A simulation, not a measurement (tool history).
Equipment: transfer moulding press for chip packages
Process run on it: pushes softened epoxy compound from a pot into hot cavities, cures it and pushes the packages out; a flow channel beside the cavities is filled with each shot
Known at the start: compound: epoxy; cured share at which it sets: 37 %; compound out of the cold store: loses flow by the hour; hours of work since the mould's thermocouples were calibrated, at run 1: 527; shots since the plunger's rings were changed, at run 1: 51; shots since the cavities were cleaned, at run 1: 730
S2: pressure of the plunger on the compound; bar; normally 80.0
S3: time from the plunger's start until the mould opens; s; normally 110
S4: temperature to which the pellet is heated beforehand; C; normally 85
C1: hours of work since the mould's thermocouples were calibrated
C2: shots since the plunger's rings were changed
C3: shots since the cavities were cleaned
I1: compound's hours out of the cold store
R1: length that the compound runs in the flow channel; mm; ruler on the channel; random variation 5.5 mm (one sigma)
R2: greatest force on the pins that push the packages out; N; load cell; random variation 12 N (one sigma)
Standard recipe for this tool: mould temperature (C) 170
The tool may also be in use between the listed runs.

{"run": 1, "hour": 0.0, "mould temperature (C)": 170, "S2": 80.0, "S3": 110, "S4": 85, "C1": 527, "C2": 51, "C3": 730, "I1": 38.7, "R1": 615, "R2": 928}
{"hour": 14.6, "done": "cavities cleaned with cleaning compound and waxed"}
{"hour": 30.9, "done": "mould's thermocouples calibrated"}
{"run": 2, "hour": 38.2, "mould temperature (C)": 170, "S2": 80.0, "S3": 110, "S4": 85, "C1": 6, "C2": 547, "C3": 308, "I1": 29.9, "R1": 627, "R2": 1224}
{"run": 3, "hour": 73.1, "mould temperature (C)": 170, "S2": 80.0, "S3": 110, "S4": 85, "C1": 33, "C2": 1045, "C3": 806, "I1": 39.9, "R1": 603, "R2": 1166}
{"hour": 84.1, "done": "cavities cleaned with cleaning compound and waxed"}
{"run": 4, "hour": 102.2, "mould temperature (C)": 170, "S2": 80.0, "S3": 110, "S4": 85, "C1": 55, "C2": 1440, "C3": 259, "I1": 36.3, "R1": 614, "R2": 787}
{"run": 5, "hour": 133.2, "mould temperature (C)": 170, "S2": 76.5, "S3": 110, "S4": 85, "C1": 79, "C2": 1883, "C3": 702, "I1": 25.6, "R1": 627, "R2": 1014}
{"hour": 149.4, "done": "cavities cleaned with cleaning compound and waxed"}
{"run": 6, "hour": 170.2, "mould temperature (C)": 170, "S2": 76.5, "S3": 110, "S4": 85, "C1": 107, "C2": 2390, "C3": 296, "I1": 28.3, "R1": 607, "R2": 779}
{"run": 7, "hour": 196.0, "mould temperature (C)": 170, "S2": 76.5, "S3": 110, "S4": 85, "C1": 127, "C2": 2759, "C3": 665, "I1": 30.3, "R1": 601, "R2": 968}
{"hour": 215.6, "done": "cavities cleaned with cleaning compound and waxed"}
{"run": 8, "hour": 215.6, "mould temperature (C)": 170, "S2": 80.0, "S3": 110, "S4": 85, "C1": 142, "C2": 3017, "C3": 0, "I1": 33.3, "R1": 604, "R2": 528}
{"hour": 229.8, "done": "cavities cleaned with cleaning compound and waxed, once more"}
{"run": 9, "hour": 253.0, "mould temperature (C)": 170, "S2": 80.0, "S3": 110, "S4": 85, "C1": 170, "C2": 3531, "C3": 332, "I1": 46.3, "R1": 568, "R2": 778}
{"hour": 278.6, "done": "plunger's sealing rings changed"}
{"run": 10, "hour": 286.4, "mould temperature (C)": 170, "S2": 80.0, "S3": 110, "S4": 85, "C1": 194, "C2": 112, "C3": 773, "I1": 25.2, "R1": 651, "R2": 984}
{"hour": 300.9, "done": "cavities cleaned with cleaning compound and waxed"}
{"run": 11, "hour": 331.3, "mould temperature (C)": 170, "S2": 80.0, "S3": 110, "S4": 85, "C1": 228, "C2": 732, "C3": 434, "I1": 10.6, "R1": 688, "R2": 930}

Run 12 is up next; what results do you expect?
{"hour": 367.2, "done": "cavities cleaned with cleaning compound and waxed"}
{"run": 12, "hour": 371.7, "mould temperature (C)": 166, "S2": 67.5, "S3": 92, "S4": 84, "C1": 259, "C2": 1287, "C3": 64, "I1": 34.2, "R1": "?", "R2": "?"}

{"run 12": {"R1": 581, "R2": 1003}}
If the tool had no hidden condition, the same run with the same run-to-run variation would have returned R1 592 mm, R2 927 N.
